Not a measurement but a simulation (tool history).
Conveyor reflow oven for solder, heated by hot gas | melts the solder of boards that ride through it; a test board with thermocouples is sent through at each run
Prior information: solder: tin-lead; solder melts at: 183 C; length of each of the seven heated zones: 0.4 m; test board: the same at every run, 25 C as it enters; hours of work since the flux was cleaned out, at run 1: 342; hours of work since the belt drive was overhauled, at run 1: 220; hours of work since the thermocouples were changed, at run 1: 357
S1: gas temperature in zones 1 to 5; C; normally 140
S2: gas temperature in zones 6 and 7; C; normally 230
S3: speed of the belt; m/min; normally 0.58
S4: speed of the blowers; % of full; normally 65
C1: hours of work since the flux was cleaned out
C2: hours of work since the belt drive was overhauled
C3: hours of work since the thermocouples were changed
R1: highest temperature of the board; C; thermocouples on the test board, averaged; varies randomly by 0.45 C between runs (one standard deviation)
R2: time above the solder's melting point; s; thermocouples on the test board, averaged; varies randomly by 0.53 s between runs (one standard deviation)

Run 1, hour 0.0: usual settings; C1 342; C2 220; C3 357. Result: R1 211.4 C, R2 56.9 s.
Run 2, hour 16.9: usual settings but S1 139 C; C1 351; C2 229; C3 366. Result: R1 210.1 C, R2 56.0 s.
Run 3, hour 39.3: usual settings but S1 139 C; C1 363; C2 241; C3 379. Result: R1 211.0 C, R2 56.6 s.
Run 4, hour 59.8: usual settings; C1 375; C2 252; C3 390. Result: R1 210.8 C, R2 56.7 s.
Run 5, hour 70.4: usual settings but S4 75 % of full; C1 380; C2 258; C3 395. Result: R1 214.2 C, R2 60.6 s.
Run 6, hour 86.9: usual settings but S4 75 % of full; C1 389; C2 267; C3 404. Result: R1 214.3 C, R2 60.4 s.
Run 7, hour 100.4: usual settings but S1 142 C; C1 397; C2 275; C3 412. Result: R1 212.1 C, R2 56.9 s.
Run 8, hour 114.4: usual settings but S1 142 C; C1 404; C2 282; C3 419. Result: R1 211.0 C, R2 57.3 s.
At hour 119.4: belt drive overhauled, speed set with a stopwatch.
Run 9, hour 136.1: usual settings but S1 142 C; C1 414; C2 9; C3 429. Result: R1 211.5 C, R2 58.5 s.

For run 10, what comes out?
Run 10, hour 157.4: usual settings but S1 139 C, S2 232 C, S3 0.50 m/min; C1 425; C2 21; C3 441. Result: R1 ?, R2 ?.

R1: 216.5 C
R2: 73.0 s
Take away the tool's hidden state, keep the run-to-run variation as it was, and the same run would have given R1 219.4 C, R2 75.2 s.

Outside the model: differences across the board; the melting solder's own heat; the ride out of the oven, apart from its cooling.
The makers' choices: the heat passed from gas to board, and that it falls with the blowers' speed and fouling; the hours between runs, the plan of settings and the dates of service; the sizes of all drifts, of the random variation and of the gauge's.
